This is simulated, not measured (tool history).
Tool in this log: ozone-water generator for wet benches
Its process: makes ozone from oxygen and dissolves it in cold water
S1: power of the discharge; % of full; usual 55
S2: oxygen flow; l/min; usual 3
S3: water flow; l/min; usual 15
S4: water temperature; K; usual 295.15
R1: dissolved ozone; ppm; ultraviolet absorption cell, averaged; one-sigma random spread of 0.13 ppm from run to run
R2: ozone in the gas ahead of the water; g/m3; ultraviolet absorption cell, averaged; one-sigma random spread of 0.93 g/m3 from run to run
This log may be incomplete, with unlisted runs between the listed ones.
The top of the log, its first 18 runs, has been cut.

| run | hour | S1 | S2 | S3 | S4 | R1 | R2 |
|---|---|---|---|---|---|---|---|
| 19 | 608.6 | 55 | 3.01 | 11 | 294.15 | 19.1 | 155.5 |
| 20 | 630.9 | 95 | 3.01 | 11 | 294.15 | 30.2 | 250.2 |
| 21 | 679.7 | 95 | 3.01 | 11 | 294.15 | 30 | 248.7 |
| 22 | 706.8 | 55 | 3 | 9 | 292.15 | 22.1 | 156.2 |
| 23 | 751.4 | 60 | 3 | 9 | 292.15 | 23.8 | 167.1 |
| 24 | 771.9 | 42 | 3.71 | 14 | 299.15 | 11.9 | 114.9 |
| 25 | 806.8 | 42 | 3.71 | 14 | 295.15 | 12.8 | 116.2 |
| 26 | 846.5 | 55 | 3 | 11 | 290.15 | 20 | 155.8 |
| 27 | 890.2 | 55 | 3 | 11 | 290.15 | 20 | 155.3 |
| 28 | 930.9 | 50 | 3.32 | 11 | 290.15 | 18.9 | 140.7 |
| 29 | 961.3 | 52 | 1.6 | 15 | 300.15 | 11.1 | 183.9 |
| 30 | 1000.1 | 52 | 1.6 | 15 | 300.15 | 11 | 185 |
| 31 | 1033.2 | 52 | 1.6 | 15 | 300.15 | 10.9 | 182.9 |
| 32 | 1054.6 | 55 | 4.24 | 17 | 295.15 | 14.3 | 138.6 |
| 33 | 1096.3 | 55 | 4.24 | 17 | 295.15 | 14 | 136.7 |

What if the next run were any one of these 4? Each begins from the tool's condition after run 33:
| A | 1130.7 | 55 | 3 | 20 | 295.15 | ? | ? |
| B | 1130.7 | 55 | 3 | 23 | 291.15 | ? | ? |
| C | 1130.7 | 63 | 4.24 | 17 | 295.15 | ? | ? |
| D | 1130.7 | 40 | 4.95 | 11 | 295.15 | ? | ? |

| run | R1 | R2 |
|---|---|---|
| A | 11.6 | 155.5 |
| B | 10.4 | 154.7 |
| C | 15.8 | 154.6 |
| D | 14.7 | 98.8 |
With no hidden state in the tool, these same runs would have given:
| run | R1 | R2 |
|---|---|---|
| A | 11.9 | 158 |
| B | 10.6 | 157.2 |
| C | 16.3 | 157.5 |
| D | 14.9 | 99.9 |
